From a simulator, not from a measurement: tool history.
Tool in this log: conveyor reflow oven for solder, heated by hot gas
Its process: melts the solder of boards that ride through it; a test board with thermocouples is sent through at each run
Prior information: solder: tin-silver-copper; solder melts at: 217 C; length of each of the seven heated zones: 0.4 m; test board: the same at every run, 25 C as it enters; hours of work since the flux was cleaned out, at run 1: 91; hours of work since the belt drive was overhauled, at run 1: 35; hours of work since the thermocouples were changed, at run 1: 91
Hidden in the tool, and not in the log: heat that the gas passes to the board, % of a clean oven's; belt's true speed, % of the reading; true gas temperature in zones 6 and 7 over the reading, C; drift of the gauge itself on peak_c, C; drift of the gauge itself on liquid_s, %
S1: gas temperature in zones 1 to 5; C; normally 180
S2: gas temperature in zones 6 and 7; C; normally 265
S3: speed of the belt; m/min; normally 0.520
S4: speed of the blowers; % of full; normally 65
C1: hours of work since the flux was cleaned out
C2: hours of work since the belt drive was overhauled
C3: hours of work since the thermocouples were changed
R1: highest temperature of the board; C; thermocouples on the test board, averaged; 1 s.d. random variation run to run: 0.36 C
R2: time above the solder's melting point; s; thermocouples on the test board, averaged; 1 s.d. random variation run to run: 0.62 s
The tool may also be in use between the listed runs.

run	hour	S1	S2	S3	S4	C1	C2	C3	R1	R2
1	0.0	180	265	0.520	65	91	35	91	254.2	74.7
2	7.5	180	265	0.520	65	96	40	96	254.6	74.9
3	12.9	180	265	0.520	65	100	44	100	254.4	75.5
4	23.4	180	265	0.425	65	108	52	108	258.3	97.4
5	30.9	180	265	0.520	65	114	58	114	254.8	75.6
6	38.2	180	265	0.520	65	119	63	119	254.0	75.3
7	46.2	180	265	0.604	65	125	69	125	250.1	60.0
8	53.9	186	265	0.604	65	131	75	131	251.2	64.0
9	65.1	186	265	0.604	65	139	83	139	251.6	63.6
10	73.3	186	265	0.604	65	145	89	145	251.7	64.1
11	83.3	186	265	0.604	65	153	96	153	251.8	63.8
12	89.3	186	265	0.604	65	157	101	157	252.4	64.9
# hour 94.0: belt drive overhauled, speed set with a stopwatch
13	103.0	186	258	0.604	65	164	7	164	245.5	59.2
14	110.1	186	258	0.604	65	169	12	169	245.5	59.2
15	116.6	186	258	0.604	65	174	17	174	245.4	59.2
# hour 125.6: belt drive overhauled, speed set with a stopwatch, once more
16	131.7	180	265	0.520	65	183	5	183	254.1	74.3
17	141.3	188	269	0.536	51	190	12	190	255.6	75.9
18	153.5	180	265	0.520	52	199	21	199	252.1	72.0
19	164.5	186	267	0.421	73	207	29	207	261.9	103.5
20	173.8	186	267	0.509	71	214	36	214	258.4	83.3
21	183.9	192	265	0.520	65	221	43	221	255.6	83.0
22	193.0	180	265	0.447	82	228	50	228	259.6	92.4
23	198.8	180	265	0.447	82	232	54	232	259.7	92.7
24	204.1	180	265	0.447	82	236	58	236	259.3	93.3
25	214.9	194	265	0.474	82	244	66	244	260.0	95.0
26	226.2	189	262	0.503	68	252	74	252	253.9	81.7
27	234.4	189	262	0.503	68	258	81	258	253.8	82.1
28	243.4	180	272	0.602	65	265	87	265	256.2	64.5
29	248.6	180	265	0.520	59	269	91	269	253.3	74.3
30	259.3	168	276	0.558	54	277	99	277	257.1	64.9
31	267.6	168	276	0.558	54	283	105	283	257.0	66.7
32	276.5	174	276	0.567	77	290	112	290	262.4	71.6

Alternative continuations, all from the tool just after run 32; predict every row:
A	285.9	180	265	0.619	65	297	119	297	?	?
B	285.9	175	267	0.567	53	297	119	297	?	?
C	285.9	186	276	0.567	77	297	119	297	?	?

run	R1	R2
A	249.4	57.8
B	249.9	61.9
C	264.8	77.3
What these runs would have given with no unlogged condition in the tool:
run	R1	R2
A	250.4	59.0
B	250.7	62.8
C	265.5	77.6

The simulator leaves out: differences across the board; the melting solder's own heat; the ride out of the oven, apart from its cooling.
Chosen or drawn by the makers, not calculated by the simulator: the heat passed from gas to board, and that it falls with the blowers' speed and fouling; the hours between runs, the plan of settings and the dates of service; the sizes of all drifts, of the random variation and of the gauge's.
